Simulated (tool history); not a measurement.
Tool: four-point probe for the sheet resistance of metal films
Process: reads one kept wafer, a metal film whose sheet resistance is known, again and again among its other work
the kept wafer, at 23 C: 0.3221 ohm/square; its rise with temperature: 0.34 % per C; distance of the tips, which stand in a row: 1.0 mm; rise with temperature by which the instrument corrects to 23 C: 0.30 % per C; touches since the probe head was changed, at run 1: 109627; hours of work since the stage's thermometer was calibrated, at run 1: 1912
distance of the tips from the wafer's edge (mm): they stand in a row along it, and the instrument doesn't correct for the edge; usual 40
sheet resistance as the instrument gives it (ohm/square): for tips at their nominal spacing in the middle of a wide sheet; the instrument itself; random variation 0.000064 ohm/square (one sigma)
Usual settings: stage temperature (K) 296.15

run	hour	stage temperature (K)	distance of the tips from the wafer's edge (mm)	touches since the probe head was changed	hours of work since the stage's thermometer was calibrated	sheet resistance as the instrument gives it (ohm/square)
1	0	296.15	40	109627	1912	0.32331
2	43.3	296.15	40	111383	1937	0.323398
3	74.1	296.15	40	112631	1954	0.323347
4	133.9	296.15	40	115053	1988	0.32333
5	182.6	296.15	40	117026	2016	0.323539
6	215.4	306.15	40	118351	2035	0.324773
7	268.4	296.15	37	120501	2065	0.323462
8	330.4	296.15	8	123011	2100	0.326167
9	372.4	296.15	8	124715	2124	0.326175
10	412	296.15	40	126317	2147	0.323544
11	443.2	296.15	40	127583	2165	0.323545
12	502.7	296.15	40	129991	2199	0.32359
13	533.4	296.15	4	131234	2216	0.334046
14	569	296.15	4	132676	2237	0.333919
15	601.3	296.15	3	133984	2255	0.341517
16	667.4	296.15	40	136665	2293	0.323776
# hour 681.2: stage's thermometer calibrated
17	713.3	296.15	40	138501	18	0.324541
18	781	296.15	40	141244	57	0.32453
19	831.1	296.15	4	143276	86	0.335016
20	889.2	303.15	40	145629	119	0.325708
21	945.6	303.15	40	147912	151	0.32558
22	1006.3	303.15	40	150370	186	0.325736
23	1063.8	300.15	40	152700	218	0.325317
24	1130.1	299.15	40	155384	256	0.325139
25	1180	297.15	10	157406	285	0.326567
26	1216.6	297.15	10	158888	306	0.326413
27	1249.8	295.15	67	160235	325	0.324758
28	1298.7	295.15	67	162215	353	0.324447
29	1332.2	293.15	7	163573	372	0.327875
30	1393.9	301.15	7	166071	407	0.329102
31	1459.3	301.15	7	168719	444	0.329005
32	1497	298.15	7	170250	466	0.328626
33	1562.5	298.15	7	172902	503	0.328699
34	1599.9	298.15	7	174415	524	0.328719
35	1657.2	298.15	28	176739	557	0.325435
36	1725.6	305.15	10	179508	596	0.327847
37	1773.5	305.15	10	181451	624	0.327882
38	1813.1	292.15	6	183052	646	0.329206
39	1871.3	299.15	7	185409	679	0.328986
40	1909.6	294.15	7	186962	701	0.328206
41	1961.9	307.15	17	189082	731	0.327114
42	1994.8	292.15	40	190415	750	0.324604
# hour 2029.8: new probe head fitted
43	2057.6	301.15	57	1124	785	0.324338
44	2123.9	301.15	57	3809	823	0.324407
45	2176.7	296.15	57	5950	853	0.32369
46	2205	296.15	57	7098	869	0.32367

Hidden state or all else? Some run-to-run changes of sheet resistance as the instrument gives it (ohm/square), split into what the settings, what came in and random variation would give without the hidden state, and what is left for the hidden state (with any gauge scatter that isn't in both results):
The hidden state here: inner tips' distance over the nominal, %; tips' flats over new ones', %; wafer's true temperature over the reading, C; drift of the gauge itself on sheet_ohm, %.
Run 12 -> 13: distance of the tips from the wafer's edge (mm) 40 -> 4. sheet resistance as the instrument gives it (ohm/square) +0.010456: hidden state +0.000051, all else +0.010405.
Run 15 -> 16: distance of the tips from the wafer's edge (mm) 3 -> 40. sheet resistance as the instrument gives it (ohm/square) -0.017741: hidden state -0.000034, all else -0.017707.
Run 16 -> 17: stage's thermometer calibrated. sheet resistance as the instrument gives it (ohm/square) +0.000765: hidden state +0.000942, all else -0.000177.
Run 18 -> 19: distance of the tips from the wafer's edge (mm) 40 -> 4. sheet resistance as the instrument gives it (ohm/square) +0.010486: hidden state +0.000093, all else +0.010393.
Run 42 -> 43: stage temperature (K) 292.15 -> 301.15, distance of the tips from the wafer's edge (mm) 40 -> 57, new probe head fitted. sheet resistance as the instrument gives it (ohm/square) -0.000266: hidden state -0.001398, all else +0.001132.
